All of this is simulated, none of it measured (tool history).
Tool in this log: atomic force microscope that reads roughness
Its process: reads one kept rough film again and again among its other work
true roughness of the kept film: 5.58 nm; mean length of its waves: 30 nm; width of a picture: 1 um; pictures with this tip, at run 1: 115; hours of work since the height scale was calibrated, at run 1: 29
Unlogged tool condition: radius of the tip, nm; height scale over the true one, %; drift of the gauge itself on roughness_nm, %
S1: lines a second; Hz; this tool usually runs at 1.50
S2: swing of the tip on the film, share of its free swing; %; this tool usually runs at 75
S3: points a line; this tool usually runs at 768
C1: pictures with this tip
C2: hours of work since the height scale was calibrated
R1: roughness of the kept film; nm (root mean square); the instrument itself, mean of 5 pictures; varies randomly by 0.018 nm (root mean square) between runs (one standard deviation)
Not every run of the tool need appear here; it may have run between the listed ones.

run   hour    S1  S2   S3   C1   C2     R1
  1    0.0  1.50  75  768  115   29  3.487
  2    6.6  1.50  75  768  127   33  3.451
  3   17.2  1.50  75  768  148   41  3.296
  4   22.6  1.50  75  768  158   45  3.284
  5   34.5  1.50  75  768  181   53  3.189
  6   42.0  0.71  75  768  196   58  3.270
  7   53.9  0.71  75  768  219   67  3.164
  8   62.5  0.71  75  768  235   73  3.097
  9   73.0  0.71  75  768  255   80  3.041
 10   83.7  0.71  75  768  276   87  2.968
      90.2  -- new tip fitted
 11   90.4  0.71  75  768    0   92  4.498
 12  101.3  1.50  75  768   21   99  4.152
 13  107.3  1.50  75  768   33  104  4.045
 14  117.5  1.50  75  768   52  111  3.947
 15  127.5  1.50  75  768   72  118  3.829
 16  139.0  1.50  75  768   94  126  3.666
 17  146.7  1.50  75  768  109  131  3.618
 18  153.5  1.50  75  768  122  136  3.515
 19  159.4  1.50  75  768  133  140  3.451
 20  169.9  1.50  75  768  153  148  3.376
 21  181.1  1.50  75  768  175  155  3.281
 22  191.2  1.50  75  768  195  163  3.194
 23  202.6  1.50  75  423  216  170  3.071
 24  207.7  1.50  75  398  226  174  3.059
 25  212.6  0.78  75  768  236  177  3.155
 26  221.6  0.78  75  768  253  184  3.093
 27  226.8  0.78  75  768  263  187  3.055
 28  234.2  1.50  67  317  277  193  2.920
     240.1  -- new tip fitted
 29  245.2  1.15  85  265   10  200  4.071
 30  256.8  1.15  85  265   32  208  3.931
 31  265.1  1.15  85  265   48  214  3.834
 32  273.6  1.15  85  265   64  220  3.738
 33  280.6  1.15  85  351   78  225  3.682
 34  289.3  1.15  85  351   95  231  3.560
 35  296.7  1.70  76  303  109  236  3.517
 36  305.8  1.50  85  768  126  242  3.326
 37  313.2  1.50  90  823  141  248  3.140
 38  320.7  0.65  90  768  155  253  3.404
 39  331.0  1.11  59  694  175  260  3.520
 40  339.9  0.79  75  565  192  266  3.334
 41  350.0  0.79  75  565  212  273  3.223
 42  360.8  0.79  75  565  233  281  3.154
 43  366.0  3.98  85  565  243  285  2.318
 44  373.6  2.57  57  493  257  290  3.062
 45  380.6  0.58  67  831  271  295  3.075
 46  386.8  1.50  75  941  283  299  2.872
     389.5  -- new tip fitted
 47  394.2  1.50  59  321    9  304  4.385
 48  402.7  1.27  59  864   25  310  4.324
 49  407.9  1.27  59  864   35  314  4.240
 50  415.7  1.62  88  409   50  319  3.571
 51  422.8  3.17  80  641   64  324  3.315
 52  430.0  3.17  80  641   78  329  3.209
 53  440.9  3.17  65  641   99  337  3.555

Forecast each of these 3 alternatives for the next run:
  A  448.4  1.26  59  266  113  342   ?
  B  448.4  2.49  89  790  113  342   ?
  C  448.4  0.81  87  768  113  342   ?

run     R1
  A  3.725
  B  2.963
  C  3.572
Without the tool's hidden state the same runs would have given:
run     R1
  A  4.555
  B  3.622
  C  4.366
